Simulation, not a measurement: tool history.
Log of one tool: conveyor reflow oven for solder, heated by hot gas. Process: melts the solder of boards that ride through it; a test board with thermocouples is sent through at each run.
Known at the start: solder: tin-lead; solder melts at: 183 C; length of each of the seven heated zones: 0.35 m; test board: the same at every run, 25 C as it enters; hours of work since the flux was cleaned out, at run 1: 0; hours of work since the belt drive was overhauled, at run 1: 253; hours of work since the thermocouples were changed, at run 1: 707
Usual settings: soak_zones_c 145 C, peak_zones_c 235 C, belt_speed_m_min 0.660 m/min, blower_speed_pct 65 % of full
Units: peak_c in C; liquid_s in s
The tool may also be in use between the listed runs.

| run | hour | soak_zones_c | peak_zones_c | belt_speed_m_min | blower_speed_pct | hours of work since the flux was cleaned out | hours of work since the belt drive was overhauled | hours of work since the thermocouples were changed | peak_c | liquid_s |
|---|---|---|---|---|---|---|---|---|---|---|
| 1 | 0.0 | 145 | 235 | 0.660 | 65 | 0 | 253 | 707 | 218.6 | 50.4 |
| 2 | 45.1 | 145 | 235 | 0.660 | 65 | 25 | 278 | 732 | 218.7 | 49.9 |
| 3 | 106.0 | 145 | 235 | 0.660 | 65 | 58 | 311 | 765 | 219.2 | 50.7 |
| 4 | 166.7 | 145 | 235 | 0.553 | 65 | 91 | 344 | 798 | 223.2 | 64.3 |
| 5 | 216.0 | 145 | 235 | 0.660 | 86 | 118 | 371 | 825 | 223.8 | 53.7 |
| 6 | 279.0 | 145 | 235 | 0.660 | 86 | 152 | 406 | 859 | 223.9 | 53.7 |
| 7 | 341.2 | 145 | 235 | 0.568 | 65 | 186 | 440 | 893 | 222.6 | 62.4 |
| 8 | 386.7 | 145 | 235 | 0.660 | 56 | 211 | 464 | 918 | 215.0 | 47.6 |
|  | 450.4 | flux residue cleaned out of gas plates and filters |
| 9 | 461.2 | 145 | 243 | 0.660 | 56 | 6 | 502 | 956 | 222.0 | 52.2 |
| 10 | 526.5 | 145 | 243 | 0.660 | 56 | 42 | 538 | 992 | 222.6 | 51.9 |
| 11 | 597.4 | 145 | 235 | 0.607 | 65 | 80 | 577 | 1030 | 221.3 | 56.4 |
| 12 | 641.6 | 145 | 235 | 0.607 | 65 | 104 | 601 | 1054 | 220.8 | 57.3 |
|  | 691.8 | thermocouples of zones 6 and 7 changed |
| 13 | 703.4 | 145 | 244 | 0.660 | 65 | 137 | 633 | 6 | 226.3 | 54.9 |
| 14 | 735.3 | 145 | 244 | 0.660 | 65 | 154 | 651 | 24 | 226.5 | 54.5 |
| 15 | 780.5 | 142 | 235 | 0.660 | 65 | 179 | 676 | 48 | 217.6 | 49.2 |
| 16 | 821.4 | 142 | 235 | 0.660 | 65 | 201 | 698 | 71 | 217.8 | 49.5 |
| 17 | 887.2 | 157 | 248 | 0.673 | 65 | 237 | 734 | 107 | 231.5 | 60.0 |
|  | 905.3 | flux residue cleaned out of gas plates and filters |
| 18 | 938.7 | 145 | 239 | 0.660 | 65 | 18 | 759 | 132 | 222.2 | 52.3 |
| 19 | 979.5 | 145 | 235 | 0.660 | 73 | 41 | 782 | 154 | 221.2 | 52.0 |
| 20 | 1015.9 | 145 | 235 | 0.660 | 73 | 60 | 801 | 174 | 221.5 | 51.8 |
| 21 | 1049.4 | 145 | 235 | 0.660 | 73 | 79 | 820 | 193 | 220.8 | 52.3 |
| 22 | 1090.9 | 145 | 235 | 0.660 | 73 | 101 | 842 | 215 | 221.1 | 51.8 |
| 23 | 1141.3 | 160 | 225 | 0.585 | 65 | 129 | 870 | 243 | 215.9 | 62.5 |
| 24 | 1183.1 | 133 | 250 | 0.751 | 64 | 152 | 893 | 266 | 223.6 | 43.2 |
| 25 | 1259.8 | 133 | 250 | 0.751 | 64 | 194 | 935 | 307 | 223.8 | 43.2 |
| 26 | 1311.0 | 133 | 250 | 0.623 | 64 | 221 | 962 | 335 | 231.0 | 57.3 |
|  | 1359.2 | flux residue cleaned out of gas plates and filters |
| 27 | 1391.0 | 145 | 237 | 0.660 | 59 | 17 | 1003 | 376 | 218.5 | 50.0 |
| 28 | 1442.2 | 145 | 237 | 0.660 | 59 | 45 | 1031 | 404 | 218.6 | 49.8 |
| 29 | 1492.1 | 157 | 231 | 0.551 | 65 | 73 | 1059 | 432 | 220.8 | 68.9 |
| 30 | 1556.8 | 159 | 235 | 0.660 | 81 | 108 | 1094 | 467 | 225.3 | 59.3 |
| 31 | 1601.8 | 159 | 235 | 0.660 | 78 | 132 | 1119 | 491 | 224.4 | 59.1 |
| 32 | 1665.9 | 139 | 235 | 0.660 | 69 | 167 | 1154 | 526 | 218.5 | 48.5 |

How the hidden state differs across the entries between the runs, from the last listed run before each to the first after it:
Between runs 8 and 9: flux residue cleaned out of gas plates and filters (hour 450.4)
  heat that the gas passes to the board, % of a clean oven's: 99.7 -> 100; belt's true speed, % of the reading: 99.94 -> 99.93; true gas temperature in zones 6 and 7 over the reading, C: -0.1 -> -0.11
Between runs 12 and 13: thermocouples of zones 6 and 7 changed (hour 691.8)
  heat that the gas passes to the board, % of a clean oven's: 99.9 -> 99.8; true gas temperature in zones 6 and 7 over the reading, C: -0.12 -> 0.01
Between runs 17 and 18: flux residue cleaned out of gas plates and filters (hour 905.3)
  heat that the gas passes to the board, % of a clean oven's: 99.7 -> 100; true gas temperature in zones 6 and 7 over the reading, C: 0 -> -0.01
Between runs 26 and 27: flux residue cleaned out of gas plates and filters (hour 1359.2)
  heat that the gas passes to the board, % of a clean oven's: 99.8 -> 100; true gas temperature in zones 6 and 7 over the reading, C: -0.03 -> -0.04
